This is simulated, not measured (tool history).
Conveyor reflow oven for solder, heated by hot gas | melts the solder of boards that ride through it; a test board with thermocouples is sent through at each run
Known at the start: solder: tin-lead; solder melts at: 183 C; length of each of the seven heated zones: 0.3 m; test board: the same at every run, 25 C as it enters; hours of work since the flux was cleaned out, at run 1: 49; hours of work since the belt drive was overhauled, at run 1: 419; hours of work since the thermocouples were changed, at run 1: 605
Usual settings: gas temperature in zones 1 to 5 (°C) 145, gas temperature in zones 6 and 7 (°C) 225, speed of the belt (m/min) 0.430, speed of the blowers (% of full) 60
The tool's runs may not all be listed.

| run | hour | gas temperature in zones 1 to 5 (°C) | gas temperature in zones 6 and 7 (°C) | speed of the belt (m/min) | speed of the blowers (% of full) | hours of work since the flux was cleaned out | hours of work since the belt drive was overhauled | hours of work since the thermocouples were changed | highest temperature of the board (°C) | time above the solder's melting point (s) |
|---|---|---|---|---|---|---|---|---|---|---|
| 1 | 0.0 | 145 | 225 | 0.430 | 60 | 49 | 419 | 605 | 203.7 | 48.4 |
| 2 | 27.6 | 145 | 225 | 0.430 | 60 | 60 | 431 | 616 | 203.7 | 49.2 |
| 3 | 43.3 | 145 | 225 | 0.430 | 60 | 67 | 437 | 623 | 203.7 | 48.3 |
| 4 | 58.1 | 149 | 225 | 0.430 | 60 | 73 | 444 | 629 | 204.6 | 51.2 |
| 5 | 93.1 | 149 | 225 | 0.430 | 60 | 88 | 458 | 644 | 204.7 | 51.4 |
| 6 | 127.5 | 149 | 225 | 0.430 | 60 | 103 | 473 | 659 | 204.7 | 52.0 |
|  | 135.0 | thermocouples of zones 6 and 7 changed |
| 7 | 144.2 | 145 | 225 | 0.430 | 60 | 109 | 479 | 4 | 202.3 | 47.1 |
| 8 | 163.6 | 145 | 225 | 0.430 | 60 | 117 | 488 | 12 | 202.1 | 46.6 |
| 9 | 198.3 | 149 | 225 | 0.430 | 60 | 132 | 503 | 27 | 203.3 | 50.1 |
| 10 | 214.4 | 149 | 225 | 0.430 | 60 | 139 | 509 | 34 | 203.2 | 49.2 |
| 11 | 244.7 | 149 | 225 | 0.430 | 60 | 152 | 522 | 47 | 203.0 | 49.1 |
| 12 | 260.0 | 149 | 225 | 0.430 | 60 | 159 | 529 | 53 | 203.0 | 49.7 |
| 13 | 287.7 | 146 | 225 | 0.430 | 60 | 170 | 541 | 65 | 201.8 | 46.8 |
|  | 300.1 | flux residue cleaned out of gas plates and filters |
| 14 | 322.3 | 146 | 225 | 0.430 | 60 | 9 | 553 | 78 | 204.0 | 49.8 |
| 15 | 343.8 | 149 | 234 | 0.393 | 60 | 19 | 562 | 87 | 214.5 | 69.8 |
| 16 | 369.0 | 149 | 234 | 0.393 | 60 | 29 | 573 | 98 | 214.8 | 70.7 |
| 17 | 384.9 | 145 | 216 | 0.493 | 65 | 36 | 580 | 105 | 193.3 | 26.4 |
| 18 | 406.6 | 150 | 225 | 0.356 | 60 | 45 | 589 | 114 | 210.6 | 74.2 |
| 19 | 438.9 | 150 | 225 | 0.356 | 60 | 59 | 603 | 128 | 210.1 | 73.6 |
| 20 | 474.7 | 145 | 225 | 0.359 | 90 | 75 | 618 | 143 | 213.7 | 76.6 |
| 21 | 505.8 | 135 | 215 | 0.474 | 90 | 88 | 632 | 156 | 196.2 | 30.3 |
| 22 | 524.6 | 135 | 215 | 0.474 | 90 | 96 | 640 | 164 | 195.8 | 30.6 |
| 23 | 555.2 | 145 | 227 | 0.372 | 90 | 109 | 653 | 177 | 214.7 | 74.9 |

The next listed run, before its measurement:
| 24 | 570.6 | 145 | 227 | 0.372 | 90 | 115 | 659 | 184 | ? | ? |

{"run 24": {"highest temperature of the board (°C)": 214.6, "time above the solder's melting point (s)": 74.0}}
Without the tool's hidden state the same run would have given highest temperature of the board (°C) 214.9, time above the solder's melting point (s) 74.0.
